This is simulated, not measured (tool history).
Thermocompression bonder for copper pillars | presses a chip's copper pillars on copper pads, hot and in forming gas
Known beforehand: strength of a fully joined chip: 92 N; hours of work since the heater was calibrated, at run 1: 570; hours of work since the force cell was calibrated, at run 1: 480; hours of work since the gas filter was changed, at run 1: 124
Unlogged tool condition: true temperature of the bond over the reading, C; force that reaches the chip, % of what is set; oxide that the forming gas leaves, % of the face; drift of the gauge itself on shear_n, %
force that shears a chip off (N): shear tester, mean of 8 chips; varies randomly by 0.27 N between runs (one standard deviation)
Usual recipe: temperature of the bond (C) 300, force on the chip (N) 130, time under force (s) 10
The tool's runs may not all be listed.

run,hour,temperature of the bond (C),force on the chip (N),time under force (s),hours of work since the heater was calibrated,hours of work since the force cell was calibrated,hours of work since the gas filter was changed,force that shears a chip off (N)
1,0.0,300,130,10,570,480,124,45.5
2,13.7,300,130,10,579,489,133,45.1
3,23.5,300,130,13,586,496,140,49.1
4,40.0,300,175,13,597,507,151,62.6
5,53.9,300,175,6,607,516,161,49.7
6,64.8,300,175,12,614,524,168,61.1
7,83.0,300,175,12,627,536,181,61.1
8,92.6,300,175,12,633,543,187,61.0
9,109.7,300,130,10,645,555,199,45.2
10,117.3,300,130,10,650,560,204,45.6
11,135.1,300,130,10,662,572,216,45.7
# hour 149.7: heater calibrated with a thermocouple chip
12,149.7,300,130,10,0,581,225,45.1
13,158.7,300,130,6,6,587,231,37.7
14,169.8,300,130,6,14,594,239,37.2
15,180.4,300,172,6,21,601,246,49.1
16,198.9,300,172,6,34,614,258,48.0
17,208.4,300,172,6,40,621,265,48.6
18,217.2,300,172,6,46,627,271,48.2
19,234.3,316,130,10,58,638,283,54.2
20,247.5,300,130,22,67,647,292,58.3
21,255.3,300,130,22,72,653,297,57.9
22,271.2,273,78,26,83,664,308,25.9
23,286.8,316,78,28,94,674,319,49.8
24,298.1,302,173,19,101,682,326,68.8
25,315.1,277,130,8,113,694,338,29.5
26,328.7,322,130,7,122,703,347,52.0
27,338.4,291,150,7,129,710,354,40.1
28,357.2,291,150,7,142,722,367,40.1
29,371.1,291,150,7,151,732,376,40.3
30,378.9,291,150,24,157,737,382,60.1
31,394.8,273,130,6,168,748,392,24.5
32,410.2,297,179,19,178,759,403,67.7
33,420.4,297,184,19,185,766,410,68.7
34,430.7,297,184,19,192,773,417,69.0
35,441.2,291,101,10,199,780,424,30.8
36,459.4,313,88,5,212,792,437,28.2
# hour 472.4: forming gas filter changed
37,474.8,283,106,8,222,802,2,26.0
38,492.7,284,106,14,234,815,14,33.5
39,505.5,284,106,14,243,823,23,33.7

Run 40 comes next. What will it give?
40,523.1,284,122,14,255,835,35,?

{"run 40": {"force that shears a chip off (N)": 38.8}}
If the tool had no hidden condition, the same run with the same run-to-run variation would have returned force that shears a chip off (N) 38.6.
